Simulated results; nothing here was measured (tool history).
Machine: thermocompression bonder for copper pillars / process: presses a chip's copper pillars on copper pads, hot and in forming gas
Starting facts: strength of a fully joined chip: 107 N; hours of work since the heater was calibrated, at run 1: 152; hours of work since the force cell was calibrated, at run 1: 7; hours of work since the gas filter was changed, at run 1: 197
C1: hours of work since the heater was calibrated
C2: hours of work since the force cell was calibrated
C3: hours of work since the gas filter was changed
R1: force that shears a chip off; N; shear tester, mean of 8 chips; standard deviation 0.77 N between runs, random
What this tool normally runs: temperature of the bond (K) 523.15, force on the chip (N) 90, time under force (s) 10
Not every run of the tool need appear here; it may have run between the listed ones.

{"run": 1, "day": 0.0, "temperature of the bond (K)": 523.15, "force on the chip (N)": 90, "time under force (s)": 10, "C1": 152, "C2": 7, "C3": 197, "R1": 70.7}
{"run": 2, "day": 0.321, "temperature of the bond (K)": 527.15, "force on the chip (N)": 90, "time under force (s)": 10, "C1": 156, "C2": 11, "C3": 201, "R1": 74.4}
{"run": 3, "day": 0.8, "temperature of the bond (K)": 527.15, "force on the chip (N)": 90, "time under force (s)": 10, "C1": 161, "C2": 16, "C3": 206, "R1": 73.8}
{"run": 4, "day": 1.458, "temperature of the bond (K)": 546.15, "force on the chip (N)": 90, "time under force (s)": 10, "C1": 168, "C2": 23, "C3": 213, "R1": 90.7}
{"run": 5, "day": 1.838, "temperature of the bond (K)": 546.15, "force on the chip (N)": 90, "time under force (s)": 10, "C1": 172, "C2": 27, "C3": 217, "R1": 88.6}
{"run": 6, "day": 2.167, "temperature of the bond (K)": 546.15, "force on the chip (N)": 90, "time under force (s)": 10, "C1": 176, "C2": 31, "C3": 221, "R1": 87.7}
{"run": 7, "day": 2.867, "temperature of the bond (K)": 546.15, "force on the chip (N)": 90, "time under force (s)": 10, "C1": 183, "C2": 38, "C3": 229, "R1": 87.6}
{"run": 8, "day": 3.25, "temperature of the bond (K)": 546.15, "force on the chip (N)": 90, "time under force (s)": 10, "C1": 187, "C2": 43, "C3": 233, "R1": 89.4}
{"run": 9, "day": 3.892, "temperature of the bond (K)": 546.15, "force on the chip (N)": 90, "time under force (s)": 10, "C1": 194, "C2": 50, "C3": 240, "R1": 89.4}
{"run": 10, "day": 4.283, "temperature of the bond (K)": 493.15, "force on the chip (N)": 90, "time under force (s)": 10, "C1": 199, "C2": 54, "C3": 244, "R1": 42.2}
{"run": 11, "day": 4.638, "temperature of the bond (K)": 493.15, "force on the chip (N)": 90, "time under force (s)": 10, "C1": 203, "C2": 58, "C3": 248, "R1": 44.2}
{"run": 12, "day": 5.171, "temperature of the bond (K)": 493.15, "force on the chip (N)": 90, "time under force (s)": 10, "C1": 208, "C2": 63, "C3": 254, "R1": 43.9}
{"run": 13, "day": 5.817, "temperature of the bond (K)": 523.15, "force on the chip (N)": 90, "time under force (s)": 10, "C1": 215, "C2": 71, "C3": 261, "R1": 70.8}
{"run": 14, "day": 6.496, "temperature of the bond (K)": 523.15, "force on the chip (N)": 90, "time under force (s)": 10, "C1": 223, "C2": 78, "C3": 268, "R1": 71.3}
{"run": 15, "day": 6.921, "temperature of the bond (K)": 523.15, "force on the chip (N)": 90, "time under force (s)": 10, "C1": 228, "C2": 83, "C3": 273, "R1": 70.3}
{"run": 16, "day": 7.238, "temperature of the bond (K)": 523.15, "force on the chip (N)": 90, "time under force (s)": 10, "C1": 231, "C2": 86, "C3": 276, "R1": 71.7}
{"run": 17, "day": 7.838, "temperature of the bond (K)": 523.15, "force on the chip (N)": 126, "time under force (s)": 10, "C1": 237, "C2": 93, "C3": 283, "R1": 88.5}
{"run": 18, "day": 8.354, "temperature of the bond (K)": 523.15, "force on the chip (N)": 126, "time under force (s)": 10, "C1": 243, "C2": 98, "C3": 289, "R1": 88.7}
{"run": 19, "day": 9.004, "temperature of the bond (K)": 523.15, "force on the chip (N)": 90, "time under force (s)": 10, "C1": 250, "C2": 105, "C3": 296, "R1": 71.7}
{"run": 20, "day": 9.642, "temperature of the bond (K)": 523.15, "force on the chip (N)": 90, "time under force (s)": 10, "C1": 257, "C2": 112, "C3": 303, "R1": 70.6}
{"run": 21, "day": 10.242, "temperature of the bond (K)": 514.15, "force on the chip (N)": 68, "time under force (s)": 20, "C1": 264, "C2": 119, "C3": 309, "R1": 60.1}
{"run": 22, "day": 10.708, "temperature of the bond (K)": 514.15, "force on the chip (N)": 68, "time under force (s)": 20, "C1": 269, "C2": 124, "C3": 314, "R1": 60.3}
{"run": 23, "day": 11.229, "temperature of the bond (K)": 514.15, "force on the chip (N)": 68, "time under force (s)": 20, "C1": 274, "C2": 130, "C3": 320, "R1": 60.8}
{"run": 24, "day": 11.8, "temperature of the bond (K)": 532.15, "force on the chip (N)": 89, "time under force (s)": 12, "C1": 281, "C2": 136, "C3": 326, "R1": 78.7}
{"run": 25, "day": 12.296, "temperature of the bond (K)": 532.15, "force on the chip (N)": 89, "time under force (s)": 12, "C1": 286, "C2": 141, "C3": 332, "R1": 81.2}
{"run": 26, "day": 12.617, "temperature of the bond (K)": 532.15, "force on the chip (N)": 89, "time under force (s)": 12, "C1": 290, "C2": 145, "C3": 335, "R1": 80.6}
{"run": 27, "day": 13.046, "temperature of the bond (K)": 503.15, "force on the chip (N)": 81, "time under force (s)": 10, "C1": 294, "C2": 149, "C3": 340, "R1": 46.5}
{"run": 28, "day": 13.692, "temperature of the bond (K)": 503.15, "force on the chip (N)": 81, "time under force (s)": 10, "C1": 301, "C2": 156, "C3": 347, "R1": 46.7}
{"run": 29, "day": 14.312, "temperature of the bond (K)": 493.15, "force on the chip (N)": 127, "time under force (s)": 10, "C1": 308, "C2": 163, "C3": 353, "R1": 60.9}
{"run": 30, "day": 14.612, "temperature of the bond (K)": 501.15, "force on the chip (N)": 75, "time under force (s)": 10, "C1": 311, "C2": 166, "C3": 357, "R1": 42.3}
{"run": 31, "day": 15.017, "temperature of the bond (K)": 501.15, "force on the chip (N)": 75, "time under force (s)": 10, "C1": 316, "C2": 171, "C3": 361, "R1": 40.2}
{"run": 32, "day": 15.7, "temperature of the bond (K)": 501.15, "force on the chip (N)": 75, "time under force (s)": 10, "C1": 323, "C2": 178, "C3": 369, "R1": 41.5}
{"run": 33, "day": 16.188, "temperature of the bond (K)": 501.15, "force on the chip (N)": 75, "time under force (s)": 10, "C1": 329, "C2": 184, "C3": 374, "R1": 42.3}
{"run": 34, "day": 16.675, "temperature of the bond (K)": 535.15, "force on the chip (N)": 75, "time under force (s)": 10, "C1": 334, "C2": 189, "C3": 379, "R1": 70.3}
{"run": 35, "day": 17.233, "temperature of the bond (K)": 535.15, "force on the chip (N)": 75, "time under force (s)": 10, "C1": 340, "C2": 195, "C3": 385, "R1": 70}
{"run": 36, "day": 17.858, "temperature of the bond (K)": 535.15, "force on the chip (N)": 75, "time under force (s)": 10, "C1": 347, "C2": 202, "C3": 392, "R1": 71}
{"run": 37, "day": 18.508, "temperature of the bond (K)": 508.15, "force on the chip (N)": 55, "time under force (s)": 10, "C1": 354, "C2": 209, "C3": 399, "R1": 33}
{"run": 38, "day": 18.983, "temperature of the bond (K)": 508.15, "force on the chip (N)": 82, "time under force (s)": 10, "C1": 359, "C2": 214, "C3": 404, "R1": 52.1}
{"run": 39, "day": 19.604, "temperature of the bond (K)": 546.15, "force on the chip (N)": 56, "time under force (s)": 10, "C1": 366, "C2": 221, "C3": 411, "R1": 62.6}
{"run": 40, "day": 20.217, "temperature of the bond (K)": 546.15, "force on the chip (N)": 56, "time under force (s)": 10, "C1": 372, "C2": 228, "C3": 418, "R1": 62.4}

For some of the steps in R1 from one run to the next: how much would appear even if the tool had no hidden state, given the settings, what came in and random variation, and how much remains for the hidden state plus any gauge scatter that the measured result and the result without hidden state don't share?
What the log doesn't record here: true temperature of the bond over the reading, C; force that reaches the chip, % of what is set; oxide that the forming gas leaves, % of the face; drift of the gauge itself on shear_n, %.
Run 9 -> 10: temperature of the bond (K) 546.15 -> 493.15. R1 -47.2 N: hidden state +0.9, all else -48.1.
Run 26 -> 27: temperature of the bond (K) 532.15 -> 503.15, force on the chip (N) 89 -> 81, time under force (s) 12 -> 10. R1 -34.1 N: hidden state +1.1, all else -35.2.
Run 33 -> 34: temperature of the bond (K) 501.15 -> 535.15. R1 +28 N: hidden state -1.2, all else +29.2.
Run 36 -> 37: temperature of the bond (K) 535.15 -> 508.15, force on the chip (N) 75 -> 55. R1 -38 N: hidden state +1.5, all else -39.5.
